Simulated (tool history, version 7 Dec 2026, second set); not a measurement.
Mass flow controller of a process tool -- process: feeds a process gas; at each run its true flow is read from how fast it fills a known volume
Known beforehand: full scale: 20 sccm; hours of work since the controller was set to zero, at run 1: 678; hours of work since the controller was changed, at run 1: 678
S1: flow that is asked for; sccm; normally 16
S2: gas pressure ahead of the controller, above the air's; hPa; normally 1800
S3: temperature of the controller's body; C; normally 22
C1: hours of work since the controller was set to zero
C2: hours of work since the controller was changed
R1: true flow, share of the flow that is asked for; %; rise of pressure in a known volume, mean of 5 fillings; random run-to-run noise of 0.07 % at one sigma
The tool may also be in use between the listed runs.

Run 1, hour 0: usual settings; C1 678; C2 678. Result: R1 100.02 %.
Run 2, hour 66.2: usual settings but S2 2420 hPa; C1 718; C2 718. Result: R1 100.28 %.
Run 3, hour 103.6: usual settings but S2 2420 hPa; C1 740; C2 740. Result: R1 100.24 %.
Run 4, hour 144.2: usual settings but S2 2420 hPa; C1 764; C2 764. Result: R1 100.2 %.
Run 5, hour 229.1: usual settings but S2 2420 hPa; C1 815; C2 815. Result: R1 100.27 %.
Run 6, hour 297.6: usual settings but S2 2420 hPa; C1 856; C2 856. Result: R1 100.27 %.
Run 7, hour 378.6: usual settings; C1 905; C2 905. Result: R1 100 %.
Run 8, hour 430.9: usual settings but S2 1490 hPa; C1 937; C2 937. Result: R1 100.14 %.
Run 9, hour 505.7: usual settings but S2 1490 hPa; C1 982; C2 982. Result: R1 100.03 %.
Run 10, hour 551.7: usual settings but S1 4 sccm; C1 1009; C2 1009. Result: R1 99.54 %.
Run 11, hour 638.1: usual settings but S1 4 sccm, S2 1450 hPa, S3 38 C; C1 1061; C2 1061. Result: R1 101 %.
Run 12, hour 710.3: usual settings but S1 3 sccm, S3 39 C; C1 1104; C2 1104. Result: R1 101.57 %.
Run 13, hour 775.5: usual settings but S1 3 sccm, S3 39 C; C1 1144; C2 1144. Result: R1 101.55 %.
Run 14, hour 851.5: usual settings but S1 10 sccm, S3 31 C; C1 1189; C2 1189. Result: R1 100.65 %.
Run 15, hour 917.1: usual settings but S1 10 sccm, S3 31 C; C1 1229; C2 1229. Result: R1 100.63 %.
Run 16, hour 963.2: usual settings but S2 2570 hPa; C1 1256; C2 1256. Result: R1 100.55 %.
Run 17, hour 1023.7: usual settings but S2 1410 hPa, S3 36 C; C1 1293; C2 1293. Result: R1 101.48 %.
Run 18, hour 1089.5: usual settings but S2 1410 hPa, S3 36 C; C1 1332; C2 1332. Result: R1 101.56 %.

Results for each run, recomputed without the tool's hidden state and with each run's random variation untouched:
Hidden state at play: flow at rest that the sensor doesn't see, % of full scale; true flow over the shown one, %; drift of the gauge itself on true_pct, %.
run      R1
  1   99.24
  2   99.48
  3   99.42
  4   99.36
  5   99.39
  6   99.36
  7   99.05
  8   99.17
  9   99.03
 10    97.6
 11   98.98
 12   99.04
 13   98.95
 14   99.29
 15   99.24
 16   99.35
 17  100.26
 18  100.31

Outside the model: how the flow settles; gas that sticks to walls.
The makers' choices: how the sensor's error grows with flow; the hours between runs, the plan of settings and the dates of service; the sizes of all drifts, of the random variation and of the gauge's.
